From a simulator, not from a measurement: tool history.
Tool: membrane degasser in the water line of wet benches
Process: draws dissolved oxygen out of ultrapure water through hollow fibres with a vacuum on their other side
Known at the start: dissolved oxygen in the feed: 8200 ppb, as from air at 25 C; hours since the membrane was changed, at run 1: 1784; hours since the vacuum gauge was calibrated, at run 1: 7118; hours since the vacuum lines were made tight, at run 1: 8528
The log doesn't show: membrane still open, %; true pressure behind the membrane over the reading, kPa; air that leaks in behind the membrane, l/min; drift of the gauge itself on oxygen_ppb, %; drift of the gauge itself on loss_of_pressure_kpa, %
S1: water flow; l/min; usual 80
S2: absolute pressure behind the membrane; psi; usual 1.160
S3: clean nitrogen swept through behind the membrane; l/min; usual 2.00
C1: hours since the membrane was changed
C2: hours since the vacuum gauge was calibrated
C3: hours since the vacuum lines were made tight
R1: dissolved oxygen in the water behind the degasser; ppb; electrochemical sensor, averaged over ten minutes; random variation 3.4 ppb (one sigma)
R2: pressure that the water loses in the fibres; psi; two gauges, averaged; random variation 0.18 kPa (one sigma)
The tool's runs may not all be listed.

run    hour  S1     S2    S3    C1    C2     C3      R1     R2
  1     0.0  80  1.160  2.00  1784  7118   8528   461.0  4.753
  2   149.8  80  1.160  2.00  1934  7268   8677   462.7  4.743
  3   485.5  80  1.160  2.00  2270  7604   9013   459.7  4.722
  4   802.8  80  1.160  2.00  2587  7921   9330   464.2  4.702
  5   975.1  80  1.160  2.00  2759  8093   9503   462.9  4.767
     1167.8  -- vacuum gauge calibrated
  6  1210.4  80  1.160  2.00  2994    43   9737   466.4  4.759
  7  1498.6  80  1.160  2.00  3282   331  10026   461.6  4.731
  8  1790.6  80  1.160  2.00  3574   623  10318   455.8  4.796
  9  1971.0  65  1.160  2.00  3754   803  10498   372.8  3.845
 10  2307.2  65  1.160  1.46  4091  1139  10834   458.1  3.886
 11  2453.7  65  1.160  1.46  4237  1286  10981   453.5  3.870
 12  2701.5  80  1.160  2.00  4485  1534  11229   463.7  4.841
 13  2985.7  80  1.160  2.00  4769  1818  11513   457.8  4.801
 14  3284.9  80  1.160  2.00  5068  2117  11812   464.6  4.792
 15  3511.6  80  1.160  2.00  5295  2344  12039   465.3  4.854
 16  3732.7  80  1.160  2.00  5516  2565  12260   458.3  4.801
 17  3976.1  80  1.160  2.00  5760  2808  12503   463.2  4.836
 18  4160.7  80  1.160  2.00  5944  2993  12688   465.8  4.821
 19  4406.9  53  2.592  2.51  6190  3239  12934   672.8  3.192
 20  4740.6  53  2.592  2.51  6524  3573  13268   667.1  3.185
 21  5037.2  55  2.592  3.24  6821  3869  13564   566.5  3.298
 22  5192.3  55  2.592  3.24  6976  4025  13719   568.8  3.311
 23  5394.6  68  1.481  4.96  7178  4227  13922   280.2  4.080
 24  5571.3  68  1.481  4.96  7355  4403  14098   278.5  4.128
 25  5856.9  80  1.266  1.89  7640  4689  14384   542.0  4.852
 26  6012.8  80  0.703  2.18  7796  4845  14540   214.6  4.840
 27  6229.3  80  0.703  2.18  8013  5062  14756   220.2  4.896
 28  6511.9  80  0.703  2.18  8295  5344  15039   216.0  4.865
 29  6649.7  73  1.571  0.83  8433  5482  15177  1054.6  4.437
 30  6804.4  71  1.571  2.59  8588  5637  15332   498.5  4.283
     6881.1  -- seals of the vacuum lines changed
 31  7038.8  83  0.737  1.56  8820  5869    158   288.2  5.046
 32  7212.7  68  1.157  3.58  8994  6043    332   265.1  4.103

Hidden state or all else? Some run-to-run changes of R2, split into what the settings, what came in and random variation would give without the hidden state, and what is left for the hidden state (with any gauge scatter that isn't in both results):
Run 8 -> 9: S1 80 -> 65. R2 -0.951 psi: hidden state -0.003, all else -0.949.
Run 11 -> 12: S1 65 -> 80, S3 1.46 -> 2.00. R2 +0.972 psi: hidden state +0.012, all else +0.960.
Run 18 -> 19: S1 80 -> 53, S2 1.160 -> 2.592, S3 2.00 -> 2.51. R2 -1.629 psi: hidden state -0.023, all else -1.606.
Run 30 -> 31: S1 71 -> 83, S2 1.571 -> 0.737, S3 2.59 -> 1.56, seals of the vacuum lines changed. R2 +0.763 psi: hidden state +0.022, all else +0.741.
Run 31 -> 32: S1 83 -> 68, S2 0.737 -> 1.157, S3 1.56 -> 3.58. R2 -0.943 psi: hidden state -0.020, all else -0.922.

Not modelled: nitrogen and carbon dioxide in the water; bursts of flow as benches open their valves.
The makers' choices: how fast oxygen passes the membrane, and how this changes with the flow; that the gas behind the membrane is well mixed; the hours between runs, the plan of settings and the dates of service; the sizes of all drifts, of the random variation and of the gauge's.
